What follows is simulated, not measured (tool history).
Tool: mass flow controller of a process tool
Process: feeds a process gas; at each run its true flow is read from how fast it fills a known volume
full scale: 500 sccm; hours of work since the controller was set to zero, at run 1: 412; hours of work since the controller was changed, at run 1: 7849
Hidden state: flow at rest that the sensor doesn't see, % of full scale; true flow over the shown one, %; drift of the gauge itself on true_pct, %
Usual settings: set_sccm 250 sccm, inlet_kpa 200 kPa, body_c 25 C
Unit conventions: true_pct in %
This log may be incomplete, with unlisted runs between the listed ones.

run	day	set_sccm	inlet_kpa	body_c	hours of work since the controller was set to zero	hours of work since the controller was changed	true_pct
1	0.000	250	200	25	412	7849	98.76
2	14.417	85	200	25	668	8105	98.10
3	26.175	250	200	33	877	8314	99.58
4	37.533	250	200	33	1079	8516	99.76
5	47.554	250	260	25	1257	8694	98.96
6	64.854	250	260	25	1564	9002	99.13
7	82.904	250	260	25	1885	9322	99.39
8	101.025	241	200	25	2207	9644	99.82
9	118.500	241	249	25	2517	9955	99.81
10	133.404	241	249	25	2782	10220	99.98
11	147.658	241	249	25	3035	10473	100.22
12	157.729	241	249	25	3214	10652	100.24
13	172.167	241	249	25	3471	10909	100.47
14	185.871	241	249	33	3715	11152	101.16
# day 193.467: controller exchanged for a calibrated one
15	205.742	241	249	33	218	218	101.28
16	221.875	269	200	25	505	505	101.42
# day 226.500: gauge calibrated
17	230.071	269	200	25	650	650	98.86
18	240.379	269	200	25	834	834	99.01
19	250.133	269	200	25	1007	1007	99.15
20	260.271	250	200	25	1187	1187	99.11
21	270.204	256	200	25	1364	1364	99.26
22	279.238	256	200	25	1524	1524	99.40
23	294.029	256	200	25	1787	1787	99.48
24	307.629	256	200	25	2029	2029	99.68
25	318.071	102	164	23	2214	2214	99.14
26	333.638	400	261	39	2491	2491	101.23
27	342.854	253	220	30	2655	2655	100.34
28	361.771	199	200	25	2991	2991	100.02
29	375.967	199	200	25	3243	3243	100.25
30	392.679	199	230	25	3540	3540	100.20
31	404.638	199	230	25	3753	3753	100.41
32	414.833	498	213	25	3934	3934	102.12
33	424.412	498	213	25	4104	4104	102.29
34	443.142	270	156	25	4437	4437	101.65
35	457.412	270	156	25	4690	4690	101.80
36	469.467	146	167	25	4905	4905	101.21
37	489.600	250	183	25	5262	5262	101.81
38	509.146	250	199	27	5610	5610	102.18
39	524.438	68	200	21	5882	5882	100.98
40	533.550	66	268	25	6043	6043	100.95
41	544.883	421	159	25	6245	6245	103.61
# day 549.904: gauge calibrated
42	554.888	421	159	25	6423	6423	99.92
43	570.138	421	159	25	6694	6694	100.12
44	582.154	447	200	23	6907	6907	99.99
45	602.033	114	278	24	7260	7260	98.21
# day 610.629: controller's zero set anew
46	619.925	250	166	25	165	7578	99.73
47	638.671	78	260	30	498	7911	98.86

Some steps in true_pct between neighbouring runs. How much of each would the tool show without its hidden state too (settings, what came in, random variation), and how much is left for the hidden state, with any gauge scatter that isn't in both results?
Run 16 -> 17: gauge calibrated. true_pct -2.56 %: hidden state -2.55, all else -0.01.
Run 36 -> 37: set_sccm 146 -> 250, inlet_kpa 167 -> 183. true_pct +0.60 %: hidden state +0.26, all else +0.34.
Run 40 -> 41: set_sccm 66 -> 421, inlet_kpa 268 -> 159. true_pct +2.66 %: hidden state +0.24, all else +2.42.
Run 41 -> 42: gauge calibrated. true_pct -3.69 %: hidden state -3.70, all else +0.01.

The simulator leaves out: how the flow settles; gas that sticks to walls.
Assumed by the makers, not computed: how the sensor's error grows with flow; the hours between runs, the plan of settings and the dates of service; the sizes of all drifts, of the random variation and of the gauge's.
